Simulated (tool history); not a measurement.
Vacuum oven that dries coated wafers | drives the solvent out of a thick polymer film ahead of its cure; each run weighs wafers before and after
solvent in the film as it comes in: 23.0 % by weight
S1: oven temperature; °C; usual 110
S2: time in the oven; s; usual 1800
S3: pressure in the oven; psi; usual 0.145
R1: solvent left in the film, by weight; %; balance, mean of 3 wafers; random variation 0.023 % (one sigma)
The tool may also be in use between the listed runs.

run 1 hour=0 | S1=110 S2=1800 S3=0.145 | R1=1.75
run 2 hour=64.8 | S1=110 S2=1800 S3=0.145 | R1=1.77
run 3 hour=110.3 | S1=110 S2=1800 S3=0.145 | R1=1.75
run 4 hour=152.3 | S1=110 S2=1800 S3=0.145 | R1=1.74
run 5 hour=201.6 | S1=110 S2=1800 S3=0.145 | R1=1.71
run 6 hour=296.9 | S1=110 S2=1320 S3=0.145 | R1=3.08
run 7 hour=346.7 | S1=110 S2=1320 S3=0.145 | R1=3.03
-- hour=369.8 oven's thermocouples calibrated
run 8 hour=439.2 | S1=110 S2=1080 S3=0.145 | R1=4.14
run 9 hour=493.6 | S1=106 S2=1980 S3=0.174 | R1=2.26
run 10 hour=541.4 | S1=105 S2=1800 S3=0.322 | R1=3.46

The next listed run, before its measurement:
run 11 hour=593.8 | S1=105 S2=1800 S3=0.322 | R1=?

Run 11 gave R1 3.47 %.
Without the tool's hidden state the same run would have given R1 3.47 %.
